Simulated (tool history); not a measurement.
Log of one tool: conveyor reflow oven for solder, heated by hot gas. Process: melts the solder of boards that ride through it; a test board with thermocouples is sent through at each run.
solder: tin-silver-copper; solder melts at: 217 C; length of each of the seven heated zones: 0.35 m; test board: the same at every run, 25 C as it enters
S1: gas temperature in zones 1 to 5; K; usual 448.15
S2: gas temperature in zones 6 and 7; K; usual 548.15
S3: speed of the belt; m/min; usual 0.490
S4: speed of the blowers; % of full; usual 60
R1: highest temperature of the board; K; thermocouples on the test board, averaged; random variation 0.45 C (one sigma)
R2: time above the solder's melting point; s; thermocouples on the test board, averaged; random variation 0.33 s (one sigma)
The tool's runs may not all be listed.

| run | hour | S1 | S2 | S3 | S4 | R1 | R2 |
|---|---|---|---|---|---|---|---|
| 1 | 0.0 | 448.15 | 548.15 | 0.490 | 60 | 529.35 | 68.0 |
| 2 | 23.5 | 448.15 | 548.15 | 0.490 | 60 | 529.75 | 68.4 |
| 3 | 58.4 | 448.15 | 548.15 | 0.490 | 65 | 531.55 | 69.5 |
| 4 | 88.8 | 448.15 | 548.15 | 0.490 | 65 | 530.55 | 69.8 |
| 5 | 110.2 | 439.15 | 548.15 | 0.490 | 65 | 529.75 | 64.5 |
| 6 | 149.9 | 439.15 | 548.15 | 0.490 | 65 | 529.45 | 65.0 |
| 7 | 184.9 | 439.15 | 548.15 | 0.490 | 65 | 528.65 | 64.6 |
| 8 | 202.0 | 439.15 | 562.15 | 0.490 | 65 | 540.55 | 72.6 |
|  | 236.0 | flux residue cleaned out of gas plates and filters |
| 9 | 247.0 | 439.15 | 562.15 | 0.490 | 65 | 543.35 | 74.2 |
|  | 270.8 | belt drive overhauled, speed set with a stopwatch |
| 10 | 272.8 | 448.15 | 548.15 | 0.490 | 60 | 529.65 | 67.6 |
| 11 | 310.8 | 448.15 | 548.15 | 0.490 | 60 | 530.15 | 67.8 |
| 12 | 342.8 | 448.15 | 548.15 | 0.490 | 60 | 529.05 | 68.0 |
| 13 | 381.0 | 448.15 | 548.15 | 0.490 | 60 | 530.25 | 67.0 |
| 14 | 408.9 | 448.15 | 548.15 | 0.490 | 60 | 529.75 | 66.7 |
| 15 | 432.6 | 450.15 | 548.15 | 0.490 | 60 | 528.85 | 67.9 |
| 16 | 456.2 | 450.15 | 548.15 | 0.490 | 60 | 528.95 | 68.0 |
| 17 | 477.2 | 450.15 | 548.15 | 0.490 | 60 | 528.65 | 68.0 |
| 18 | 498.0 | 456.15 | 545.15 | 0.490 | 60 | 527.25 | 68.8 |
| 19 | 530.7 | 447.15 | 545.15 | 0.490 | 60 | 525.15 | 64.3 |
| 20 | 565.2 | 447.15 | 545.15 | 0.490 | 60 | 525.15 | 63.8 |
| 21 | 591.9 | 439.15 | 554.15 | 0.422 | 71 | 540.25 | 83.8 |
| 22 | 615.7 | 439.15 | 554.15 | 0.432 | 71 | 539.65 | 82.0 |
| 23 | 644.3 | 439.15 | 554.15 | 0.432 | 71 | 539.05 | 81.3 |
| 24 | 678.9 | 439.15 | 554.15 | 0.432 | 71 | 538.35 | 81.4 |
| 25 | 705.2 | 439.15 | 554.15 | 0.432 | 71 | 538.85 | 81.1 |
| 26 | 724.1 | 439.15 | 554.15 | 0.427 | 77 | 540.55 | 82.8 |
|  | 745.1 | flux residue cleaned out of gas plates and filters |
| 27 | 763.9 | 448.15 | 548.15 | 0.455 | 76 | 535.25 | 78.7 |
|  | 778.6 | thermocouples of zones 6 and 7 changed |
| 28 | 794.5 | 448.15 | 548.15 | 0.455 | 76 | 537.65 | 79.9 |
| 29 | 812.0 | 448.15 | 548.15 | 0.483 | 64 | 531.95 | 71.9 |
| 30 | 853.6 | 463.15 | 545.15 | 0.416 | 60 | 534.55 | 92.8 |

Forecast each of these 5 alternatives for the next run:
| A | 871.8 | 463.15 | 545.15 | 0.416 | 63 | ? | ? |
| B | 871.8 | 460.15 | 555.15 | 0.476 | 60 | ? | ? |
| C | 871.8 | 456.15 | 555.15 | 0.416 | 78 | ? | ? |
| D | 871.8 | 449.15 | 545.15 | 0.398 | 68 | ? | ? |
| E | 871.8 | 448.15 | 560.15 | 0.405 | 81 | ? | ? |

| run | R1 | R2 |
|---|---|---|
| A | 535.15 | 93.1 |
| B | 539.75 | 81.5 |
| C | 547.85 | 96.4 |
| D | 536.05 | 91.6 |
| E | 552.45 | 98.1 |
Without the tool's hidden state the same runs would have given:
| run | R1 | R2 |
|---|---|---|
| A | 535.85 | 92.8 |
| B | 540.55 | 81.3 |
| C | 548.65 | 96.0 |
| D | 536.85 | 91.5 |
| E | 553.25 | 97.7 |
